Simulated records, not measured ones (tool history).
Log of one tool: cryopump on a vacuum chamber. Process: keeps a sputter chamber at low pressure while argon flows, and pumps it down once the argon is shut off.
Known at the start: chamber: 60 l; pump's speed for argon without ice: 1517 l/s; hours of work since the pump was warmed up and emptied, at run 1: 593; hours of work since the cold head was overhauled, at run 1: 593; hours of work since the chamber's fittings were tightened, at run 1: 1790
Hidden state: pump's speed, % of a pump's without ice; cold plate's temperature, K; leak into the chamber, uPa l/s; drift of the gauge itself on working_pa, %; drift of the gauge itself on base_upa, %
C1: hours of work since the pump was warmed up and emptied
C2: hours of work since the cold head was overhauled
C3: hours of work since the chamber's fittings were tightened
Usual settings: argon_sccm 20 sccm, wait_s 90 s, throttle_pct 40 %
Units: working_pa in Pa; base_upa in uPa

Run 1, day 0: usual settings; C1 593; C2 593; C3 1790. Result: working_pa 0.0612 Pa, base_upa 1.42 uPa.
Run 2, day 1.229: usual settings but argon_sccm 12 sccm; C1 616; C2 616; C3 1814. Result: working_pa 0.0377 Pa, base_upa 1.46 uPa.
Run 3, day 2.571: usual settings but argon_sccm 12 sccm; C1 642; C2 642; C3 1839. Result: working_pa 0.0375 Pa, base_upa 1.46 uPa.
Run 4, day 3.192: usual settings; C1 654; C2 654; C3 1851. Result: working_pa 0.0628 Pa, base_upa 1.5 uPa.
At day 4.054: pump warmed up, emptied and cooled again.
Run 5, day 4.492: usual settings but throttle_pct 44 %; C1 8; C2 674; C3 1872. Result: working_pa 0.0509 Pa, base_upa 1.23 uPa.
Run 6, day 5.788: usual settings but throttle_pct 44 %; C1 33; C2 699; C3 1896. Result: working_pa 0.051 Pa, base_upa 1.29 uPa.
Run 7, day 7.008: usual settings but throttle_pct 36 %; C1 56; C2 722; C3 1920. Result: working_pa 0.0627 Pa, base_upa 1.3 uPa.
Run 8, day 8.254: usual settings but wait_s 21 s, throttle_pct 36 %; C1 80; C2 746; C3 1943. Result: working_pa 0.0627 Pa, base_upa 2.69 uPa.
Run 9, day 9.171: usual settings; C1 97; C2 763; C3 1961. Result: working_pa 0.0565 Pa, base_upa 1.33 uPa.
Run 10, day 9.904: usual settings; C1 111; C2 777; C3 1975. Result: working_pa 0.0561 Pa, base_upa 1.34 uPa.
Run 11, day 10.683: usual settings; C1 126; C2 792; C3 1990. Result: working_pa 0.0569 Pa, base_upa 1.37 uPa.
Run 12, day 12.125: usual settings but argon_sccm 36 sccm; C1 154; C2 820; C3 2017. Result: working_pa 0.1017 Pa, base_upa 1.36 uPa.
Run 13, day 13.375: usual settings but argon_sccm 36 sccm; C1 177; C2 843; C3 2041. Result: working_pa 0.1038 Pa, base_upa 1.38 uPa.
Run 14, day 14.292: usual settings; C1 195; C2 861; C3 2058. Result: working_pa 0.0566 Pa, base_upa 1.36 uPa.
Run 15, day 14.996: usual settings; C1 208; C2 874; C3 2072. Result: working_pa 0.0578 Pa, base_upa 1.39 uPa.
Run 16, day 16.279: usual settings; C1 233; C2 899; C3 2096. Result: working_pa 0.0579 Pa, base_upa 1.39 uPa.
Run 17, day 17.267: usual settings; C1 251; C2 917; C3 2115. Result: working_pa 0.0581 Pa, base_upa 1.34 uPa.
Run 18, day 17.971: usual settings but argon_sccm 15 sccm, wait_s 39 s, throttle_pct 33 %; C1 265; C2 931; C3 2128. Result: working_pa 0.0514 Pa, base_upa 2.05 uPa.
Run 19, day 19.062: usual settings but argon_sccm 17 sccm, wait_s 39 s, throttle_pct 33 %; C1 286; C2 952; C3 2149. Result: working_pa 0.0602 Pa, base_upa 1.98 uPa.
Run 20, day 20.275: usual settings but argon_sccm 17 sccm, wait_s 39 s, throttle_pct 33 %; C1 309; C2 975; C3 2172. Result: working_pa 0.06 Pa, base_upa 2 uPa.
Run 21, day 21.779: usual settings but argon_sccm 18 sccm, wait_s 23 s, throttle_pct 46 %; C1 337; C2 1003; C3 2201. Result: working_pa 0.0468 Pa, base_upa 2.73 uPa.
Run 22, day 22.75: usual settings but argon_sccm 18 sccm, wait_s 23 s, throttle_pct 46 %; C1 356; C2 1022; C3 2219. Result: working_pa 0.0467 Pa, base_upa 2.69 uPa.
Run 23, day 23.733: usual settings but argon_sccm 34 sccm, wait_s 106 s, throttle_pct 41 %; C1 374; C2 1040; C3 2238. Result: working_pa 0.0967 Pa, base_upa 1.41 uPa.
Run 24, day 24.729: usual settings but argon_sccm 34 sccm, wait_s 174 s, throttle_pct 33 %; C1 393; C2 1059; C3 2257. Result: working_pa 0.1208 Pa, base_upa 1.33 uPa.
Run 25, day 25.433: usual settings but argon_sccm 34 sccm, wait_s 174 s, throttle_pct 33 %; C1 407; C2 1073; C3 2270. Result: working_pa 0.1203 Pa, base_upa 1.3 uPa.
Run 26, day 26.525: usual settings but argon_sccm 34 sccm, wait_s 174 s, throttle_pct 33 %; C1 428; C2 1094; C3 2291. Result: working_pa 0.1213 Pa, base_upa 1.37 uPa.
Run 27, day 27.271: usual settings but argon_sccm 34 sccm, throttle_pct 32 %; C1 442; C2 1108; C3 2305. Result: working_pa 0.1257 Pa, base_upa 1.52 uPa.
Run 28, day 28.183: usual settings but argon_sccm 39 sccm, wait_s 134 s, throttle_pct 34 %; C1 459; C2 1125; C3 2323. Result: working_pa 0.1362 Pa, base_upa 1.47 uPa.
Run 29, day 29.512: usual settings but argon_sccm 39 sccm, wait_s 134 s, throttle_pct 34 %; C1 484; C2 1150; C3 2348. Result: working_pa 0.1366 Pa, base_upa 1.51 uPa.
Run 30, day 30.646: usual settings but argon_sccm 39 sccm, wait_s 134 s, throttle_pct 34 %; C1 506; C2 1172; C3 2370. Result: working_pa 0.1377 Pa, base_upa 1.48 uPa.
Run 31, day 31.975: usual settings but throttle_pct 59 %; C1 531; C2 1197; C3 2395. Result: working_pa 0.0424 Pa, base_upa 1.62 uPa.
Run 32, day 32.821: usual settings but throttle_pct 59 %; C1 547; C2 1213; C3 2411. Result: working_pa 0.0428 Pa, base_upa 1.65 uPa.
Run 33, day 34.338: usual settings but argon_sccm 28 sccm, wait_s 133 s, throttle_pct 37 %; C1 576; C2 1242; C3 2440. Result: working_pa 0.0915 Pa, base_upa 1.58 uPa.

The same runs without the tool's hidden state, with the same run-to-run variation:
run  working_pa  base_upa
  1      0.0551      0.61
  2      0.0339      0.62
  3      0.0335      0.61
  4       0.056      0.64
  5      0.0507      0.61
  6      0.0506      0.64
  7      0.0621      0.64
  8      0.0619      2.01
  9      0.0556      0.64
 10       0.055      0.64
 11      0.0558      0.64
 12      0.0992      0.64
 13      0.1009      0.65
 14      0.0549      0.61
 15      0.0559      0.62
 16      0.0558      0.62
 17      0.0559      0.56
 18      0.0496      1.23
 19      0.0581      1.17
 20      0.0576      1.16
 21      0.0441      1.86
 22      0.0438      1.83
 23       0.091      0.53
 24      0.1147      0.41
 25      0.1141      0.41
 26      0.1147      0.45
 27      0.1188      0.59
 28       0.128      0.51
 29      0.1278      0.51
 30      0.1284      0.48
 31      0.0374      0.61
 32      0.0377      0.62
 33      0.0839       0.5
